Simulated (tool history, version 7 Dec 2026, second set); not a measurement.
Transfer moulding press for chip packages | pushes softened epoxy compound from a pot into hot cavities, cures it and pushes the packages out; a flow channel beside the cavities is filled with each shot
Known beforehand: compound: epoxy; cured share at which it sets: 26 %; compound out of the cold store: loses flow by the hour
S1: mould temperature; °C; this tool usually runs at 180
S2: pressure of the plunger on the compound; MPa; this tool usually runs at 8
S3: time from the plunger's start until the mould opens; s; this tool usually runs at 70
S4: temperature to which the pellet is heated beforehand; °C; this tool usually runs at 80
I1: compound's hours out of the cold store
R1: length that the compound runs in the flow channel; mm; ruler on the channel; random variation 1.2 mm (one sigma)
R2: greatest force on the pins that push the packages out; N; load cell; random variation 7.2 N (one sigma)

run 1 hour=0 | S1=180 S2=8 S3=70 S4=80 | I1=44.1 | R1=573 R2=287
-- hour=19.3 cavities cleaned with cleaning compound and waxed
run 2 hour=30.8 | S1=180 S2=8 S3=70 S4=73 | I1=11.3 | R1=628 R2=308
run 3 hour=61.2 | S1=180 S2=8 S3=70 S4=73 | I1=26.7 | R1=601 R2=297
-- hour=72.4 cavities cleaned with cleaning compound and waxed
run 4 hour=92.9 | S1=183 S2=8 S3=70 S4=80 | I1=29.8 | R1=587 R2=284
-- hour=113.1 plunger's sealing rings changed
run 5 hour=118.7 | S1=180 S2=8 S3=70 S4=80 | I1=20.6 | R1=613 R2=297
-- hour=130.4 cavities cleaned with cleaning compound and waxed
run 6 hour=152.8 | S1=180 S2=8 S3=70 S4=80 | I1=33.3 | R1=590 R2=297
-- hour=184.4 cavities cleaned with cleaning compound and waxed
run 7 hour=201.5 | S1=187 S2=8 S3=70 S4=80 | I1=31.2 | R1=575 R2=282
run 8 hour=232.6 | S1=187 S2=8 S3=102 S4=80 | I1=15.7 | R1=600 R2=253
-- hour=240.3 cavities cleaned with cleaning compound and waxed
run 9 hour=266.8 | S1=180 S2=8 S3=105 S4=80 | I1=8.9 | R1=633 R2=267
-- hour=293.4 cavities cleaned with cleaning compound and waxed
run 10 hour=309.4 | S1=180 S2=8 S3=70 S4=80 | I1=32.2 | R1=592 R2=295
run 11 hour=337.1 | S1=180 S2=8 S3=70 S4=80 | I1=13.2 | R1=624 R2=300
-- hour=348.5 cavities cleaned with cleaning compound and waxed
run 12 hour=359.6 | S1=180 S2=8 S3=70 S4=80 | I1=10 | R1=630 R2=303
run 13 hour=397.5 | S1=188 S2=6.45 S3=93 S4=71 | I1=24.6 | R1=524 R2=277
-- hour=402.8 cavities cleaned with cleaning compound and waxed
-- hour=424.7 plunger's sealing rings changed
run 14 hour=424.7 | S1=180 S2=6.46 S3=70 S4=73 | I1=40.5 | R1=519 R2=293
run 15 hour=455.1 | S1=180 S2=6.06 S3=75 S4=80 | I1=19.6 | R1=536 R2=283
-- hour=459.7 cavities cleaned with cleaning compound and waxed
run 16 hour=497.4 | S1=180 S2=8.54 S3=70 S4=81 | I1=40.4 | R1=597 R2=296
-- hour=514.2 cavities cleaned with cleaning compound and waxed
run 17 hour=539.3 | S1=180 S2=8 S3=67 S4=74 | I1=31.5 | R1=594 R2=315
-- hour=569.9 cavities cleaned with cleaning compound and waxed
run 18 hour=573.8 | S1=178 S2=8 S3=70 S4=71 | I1=19 | R1=621 R2=311
run 19 hour=609.4 | S1=174 S2=7.73 S3=70 S4=79 | I1=18.3 | R1=621 R2=408
-- hour=623.6 cavities cleaned with cleaning compound and waxed
run 20 hour=647.3 | S1=185 S2=8 S3=90 S4=80 | I1=44.1 | R1=562 R2=271
run 21 hour=671.3 | S1=185 S2=8 S3=90 S4=80 | I1=30.4 | R1=582 R2=266
-- hour=679.5 cavities cleaned with cleaning compound and waxed
run 22 hour=709.9 | S1=181 S2=9.58 S3=56 S4=86 | I1=28.3 | R1=650 R2=390
-- hour=717.4 mould's thermocouples calibrated
-- hour=739.1 plunger's sealing rings changed
-- hour=740.6 cavities cleaned with cleaning compound and waxed
run 23 hour=750.1 | S1=180 S2=8 S3=70 S4=79 | I1=22.2 | R1=605 R2=303

Each row is a separate what-if for the run after 23, all from the same tool condition, not one after another. Results?
-- hour=793.9 cavities cleaned with cleaning compound and waxed
run A hour=793.9 | S1=180 S2=8 S3=70 S4=88 | I1=10 | R1=? R2=?
-- hour=793.9 cavities cleaned with cleaning compound and waxed
run B hour=793.9 | S1=180 S2=8 S3=70 S4=75 | I1=17.3 | R1=? R2=?
-- hour=793.9 cavities cleaned with cleaning compound and waxed
run C hour=793.9 | S1=181 S2=8 S3=84 S4=79 | I1=43.6 | R1=? R2=?
-- hour=793.9 cavities cleaned with cleaning compound and waxed
run D hour=793.9 | S1=187 S2=6.44 S3=70 S4=78 | I1=44.8 | R1=? R2=?

run=A R1=629 R2=300
run=B R1=614 R2=299
run=C R1=568 R2=266
run=D R1=497 R2=263
Take away the tool's hidden state, keep each run's random variation, and the runs would have read:
run=A R1=629 R2=300
run=B R1=614 R2=299
run=C R1=568 R2=266
run=D R1=497 R2=263
